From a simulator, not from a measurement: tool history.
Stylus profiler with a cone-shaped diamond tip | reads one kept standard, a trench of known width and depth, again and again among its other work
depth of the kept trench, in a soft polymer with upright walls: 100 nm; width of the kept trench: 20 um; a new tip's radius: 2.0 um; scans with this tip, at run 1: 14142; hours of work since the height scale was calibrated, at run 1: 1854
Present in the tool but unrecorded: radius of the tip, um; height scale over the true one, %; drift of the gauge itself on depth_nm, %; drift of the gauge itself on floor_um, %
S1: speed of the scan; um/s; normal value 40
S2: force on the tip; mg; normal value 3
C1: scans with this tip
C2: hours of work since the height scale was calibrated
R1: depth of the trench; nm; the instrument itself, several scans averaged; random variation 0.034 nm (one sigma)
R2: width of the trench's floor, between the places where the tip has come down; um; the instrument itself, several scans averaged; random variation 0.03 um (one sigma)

run	hour	S1	S2	C1	C2	R1	R2
1	0	40	3	14142	1854	100.22	17.75
2	61.6	40	3	14501	1901	100.21	17.77
3	128.3	40	3	14889	1952	100.16	17.75
4	220.3	104	3	15426	2022	100.14	17.54
# hour 267.6: height scale calibrated on a step standard
# hour 294: new tip fitted, height scale calibrated
5	298.2	104	3	24	3	101.05	18.46
6	410.5	104	3	678	89	100.97	18.38
7	545.8	104	3	1466	192	101.02	18.29
8	628.7	104	3	1949	256	100.86	18.3
9	739.1	104	3	2593	340	100.78	18.26
10	827.3	40	3	3107	407	100.8	18.43
11	918.9	40	3	3640	477	100.78	18.39
12	990.4	40	3	4057	532	100.8	18.33
13	1124.6	40	3	4839	634	100.78	18.31
14	1188	47	3	5208	683	100.72	18.24
15	1253	47	3	5587	732	100.71	18.29
16	1350.8	29	1.21	6157	807	100.29	18.25
17	1465.9	29	1.21	6828	895	100.22	18.23
18	1598.7	123	8.9	7601	996	101.68	18.05
19	1692.8	123	1.16	8150	1068	100.14	17.72
20	1792.7	123	1.16	8732	1145	100.09	17.68
21	1932.8	15	1.16	9548	1252	100.08	18.13
22	1990.4	16	2.02	9883	1296	100.21	18.14
23	2124.9	156	1.42	10667	1398	100.02	17.43
24	2232.7	156	1.42	11295	1481	100.03	17.43
25	2355.4	156	1.42	12010	1574	100	17.47
26	2490.4	27	1.42	12797	1677	99.9	17.9
27	2626	27	1.42	13587	1781	99.93	17.88

Consider 4 possible next runs. They are alternatives, not a sequence: every one starts from the tool as it was left by run 27. What does each give?
A	2756.7	17	3	14349	1881	?	?
B	2756.7	40	1.18	14349	1881	?	?
C	2756.7	13	2.41	14349	1881	?	?
D	2756.7	41	3	14349	1881	?	?

run	R1	R2
A	100.2	17.93
B	99.76	17.69
C	100.07	17.95
D	100.24	17.81
Without the tool's unlogged condition, the same runs would have read:
run	R1	R2
A	100.95	18.73
B	100.51	18.5
C	100.82	18.75
D	100.99	18.61
